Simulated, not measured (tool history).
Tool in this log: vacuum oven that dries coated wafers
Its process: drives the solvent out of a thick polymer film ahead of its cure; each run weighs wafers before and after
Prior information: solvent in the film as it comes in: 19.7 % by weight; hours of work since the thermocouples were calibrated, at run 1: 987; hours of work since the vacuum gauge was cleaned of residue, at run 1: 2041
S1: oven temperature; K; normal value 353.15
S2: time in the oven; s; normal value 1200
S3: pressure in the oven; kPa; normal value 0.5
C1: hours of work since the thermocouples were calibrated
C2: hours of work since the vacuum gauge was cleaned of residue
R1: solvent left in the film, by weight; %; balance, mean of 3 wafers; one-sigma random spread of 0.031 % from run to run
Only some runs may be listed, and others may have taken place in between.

Run 1, day 0: usual settings; C1 987; C2 2041. Result: R1 1.4 %.
Run 2, day 3.475: usual settings but S3 0.368 kPa; C1 1024; C2 2079. Result: R1 1.36 %.
Run 3, day 7.875: usual settings but S3 0.368 kPa; C1 1072; C2 2127. Result: R1 1.37 %.
Run 4, day 11.267: usual settings but S3 0.368 kPa; C1 1109; C2 2163. Result: R1 1.34 %.
Run 5, day 14.008: usual settings but S1 342.15 K; C1 1138; C2 2193. Result: R1 4.75 %.
Run 6, day 18.708: usual settings but S1 342.15 K; C1 1189; C2 2244. Result: R1 4.84 %.
Run 7, day 23.967: usual settings but S3 1.81 kPa; C1 1246; C2 2301. Result: R1 1.77 %.
Run 8, day 28.804: usual settings but S3 1.81 kPa; C1 1298; C2 2353. Result: R1 1.87 %.
At day 33.104: oven's thermocouples calibrated.
Run 9, day 34.229: usual settings but S3 1.81 kPa; C1 12; C2 2411. Result: R1 1.54 %.
Run 10, day 38.642: usual settings but S3 1.81 kPa; C1 60; C2 2459. Result: R1 1.54 %.
Run 11, day 42.304: usual settings; C1 100; C2 2498. Result: R1 1.25 %.
Run 12, day 47.021: usual settings; C1 151; C2 2549. Result: R1 1.24 %.
Run 13, day 52.246: usual settings but S2 1980 s; C1 207; C2 2606. Result: R1 0.56 %.
Run 14, day 55.638: usual settings but S1 351.15 K, S2 1980 s, S3 0.763 kPa; C1 244; C2 2643. Result: R1 0.8 %.
Run 15, day 59.829: usual settings but S1 338.15 K, S2 1560 s, S3 0.978 kPa; C1 289; C2 2688. Result: R1 4.86 %.
Run 16, day 62.321: usual settings but S1 338.15 K, S2 1560 s, S3 0.978 kPa; C1 316; C2 2715. Result: R1 4.91 %.
At day 62.642: vacuum gauge cleaned of residue and calibrated.
Run 17, day 67.654: usual settings but S1 338.15 K, S2 1560 s, S3 0.978 kPa; C1 373; C2 54. Result: R1 5.21 %.
Run 18, day 70.175: usual settings but S1 358.15 K, S2 900 s; C1 400; C2 81. Result: R1 1.32 %.
Run 19, day 75.246: usual settings but S3 0.362 kPa; C1 455; C2 136. Result: R1 1.49 %.
Run 20, day 79.404: usual settings but S3 0.289 kPa; C1 500; C2 181. Result: R1 1.42 %.
Run 21, day 83.138: usual settings but S1 345.15 K, S2 1380 s, S3 1.644 kPa; C1 541; C2 222. Result: R1 3.47 %.
At day 84.667: vacuum gauge cleaned of residue and calibrated, once more.
Run 22, day 86.929: usual settings but S1 345.15 K, S2 1380 s, S3 1.644 kPa; C1 581; C2 24. Result: R1 2.86 %.
Run 23, day 89.554: usual settings but S1 345.15 K, S2 1740 s, S3 0.762 kPa; C1 609; C2 53. Result: R1 1.72 %.
Run 24, day 93.788: usual settings but S1 360.15 K, S2 1620 s, S3 1.641 kPa; C1 655; C2 99. Result: R1 0.41 %.

Table of differences, measured result less the result of that run with no hidden state. Run-to-run variation is the same in both. Gauge scatter possibly is not:
Hidden conditions of the tool in this case: true wafer temperature over the reading, C; true pressure over the reading, kPa; drift of the gauge itself on solvent_pct, %.
run     R1
  1  +0.48
  2  +0.49
  3   +0.5
  4  +0.52
  5  +0.96
  6  +1.01
  7   +0.6
  8  +0.63
  9  +0.34
 10  +0.36
 11  +0.37
 12  +0.38
 13  +0.35
 14   +0.4
 15  +0.77
 16  +0.79
 17  +1.07
 18  +0.52
 19  +0.63
 20  +0.65
 21  +0.95
 22  +0.33
 23  +0.26
 24  +0.04
